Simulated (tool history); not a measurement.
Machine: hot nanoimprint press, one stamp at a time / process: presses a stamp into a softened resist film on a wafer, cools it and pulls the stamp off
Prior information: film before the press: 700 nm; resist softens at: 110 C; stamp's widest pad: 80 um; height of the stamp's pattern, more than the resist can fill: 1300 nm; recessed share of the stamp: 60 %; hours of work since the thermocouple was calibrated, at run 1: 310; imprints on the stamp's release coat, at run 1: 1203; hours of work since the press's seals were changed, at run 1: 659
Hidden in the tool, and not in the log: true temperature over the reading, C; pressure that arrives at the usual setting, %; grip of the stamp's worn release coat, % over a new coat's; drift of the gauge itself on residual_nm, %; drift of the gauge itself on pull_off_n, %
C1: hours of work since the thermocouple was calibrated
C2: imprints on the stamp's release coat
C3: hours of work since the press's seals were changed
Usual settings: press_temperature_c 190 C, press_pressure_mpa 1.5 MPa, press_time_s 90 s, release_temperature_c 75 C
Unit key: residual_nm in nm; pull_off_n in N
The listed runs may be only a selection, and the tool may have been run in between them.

Run 1, day 0: usual settings; C1 310; C2 1203; C3 659. Result: residual_nm 334.1 nm, pull_off_n 267 N.
Run 2, day 1.108: usual settings; C1 325; C2 1314; C3 675. Result: residual_nm 337.6 nm, pull_off_n 269 N.
Run 3, day 2.667: usual settings; C1 346; C2 1469; C3 696. Result: residual_nm 341.1 nm, pull_off_n 276 N.
Run 4, day 4.271: usual settings; C1 368; C2 1629; C3 718. Result: residual_nm 341.9 nm, pull_off_n 280 N.
Run 5, day 5.721: usual settings; C1 388; C2 1774; C3 737. Result: residual_nm 345.7 nm, pull_off_n 290 N.
Run 6, day 7.142: usual settings but press_temperature_c 199 C; C1 407; C2 1916; C3 757. Result: residual_nm 256.1 nm, pull_off_n 305 N.
Run 7, day 7.988: usual settings but press_time_s 136 s; C1 419; C2 2000; C3 768. Result: residual_nm 296.4 nm, pull_off_n 304 N.
At day 8.979: press's hydraulic seals changed and the load cell set to zero.
Run 8, day 10.029: usual settings but press_time_s 136 s; C1 442; C2 2171; C3 14. Result: residual_nm 291.7 nm, pull_off_n 315 N.
At day 10.633: stamp cleaned and given a new release coat.
Run 9, day 11.558: usual settings but press_temperature_c 202 C, press_pressure_mpa 2.14 MPa, press_time_s 113 s, release_temperature_c 62 C; C1 460; C2 92; C3 32. Result: residual_nm 172.1 nm, pull_off_n 259 N.
Run 10, day 13.258: usual settings but press_temperature_c 202 C, press_pressure_mpa 0.96 MPa, press_time_s 51 s, release_temperature_c 62 C; C1 483; C2 262; C3 55. Result: residual_nm 355.9 nm, pull_off_n 261 N.
At day 13.542: plate thermocouple calibrated.
Run 11, day 14.958: usual settings but press_temperature_c 202 C, press_pressure_mpa 0.96 MPa, press_time_s 51 s, release_temperature_c 62 C; C1 19; C2 419; C3 76. Result: residual_nm 367.8 nm, pull_off_n 273 N.
Run 12, day 16.767: usual settings but press_temperature_c 187 C, press_pressure_mpa 2 MPa, press_time_s 57 s, release_temperature_c 66 C; C1 44; C2 600; C3 101. Result: residual_nm 399.6 nm, pull_off_n 279 N.
Run 13, day 18.442: usual settings but press_temperature_c 187 C, press_pressure_mpa 2 MPa, press_time_s 57 s, release_temperature_c 66 C; C1 67; C2 767; C3 124. Result: residual_nm 398 nm, pull_off_n 280 N.
Run 14, day 19.4: usual settings but press_temperature_c 202 C, press_pressure_mpa 2 MPa, press_time_s 100 s, release_temperature_c 66 C; C1 80; C2 862; C3 137. Result: residual_nm 194.4 nm, pull_off_n 284 N.

3 ways to go on from here, each from the tool as it stands after run 14. What would each give?
Run A, day 20.546: usual settings but release_temperature_c 63 C; C1 95; C2 977; C3 153. Result: residual_nm ?, pull_off_n ?.
Run B, day 20.546: usual settings but press_temperature_c 202 C, press_pressure_mpa 1.35 MPa, press_time_s 153 s, release_temperature_c 62 C; C1 95; C2 977; C3 153. Result: residual_nm ?, pull_off_n ?.
Run C, day 20.546: usual settings but press_temperature_c 202 C, press_pressure_mpa 1.32 MPa, press_time_s 100 s, release_temperature_c 66 C; C1 95; C2 977; C3 153. Result: residual_nm ?, pull_off_n ?.

run  residual_nm  pull_off_n
  A        353.6         307
  B        208.7         316
  C        246.3         292
The same runs, with their run-to-run variation unchanged, on a tool lacking any hidden condition would have given:
run  residual_nm  pull_off_n
  A        322.1         239
  B        190.6         245
  C        225.6         226

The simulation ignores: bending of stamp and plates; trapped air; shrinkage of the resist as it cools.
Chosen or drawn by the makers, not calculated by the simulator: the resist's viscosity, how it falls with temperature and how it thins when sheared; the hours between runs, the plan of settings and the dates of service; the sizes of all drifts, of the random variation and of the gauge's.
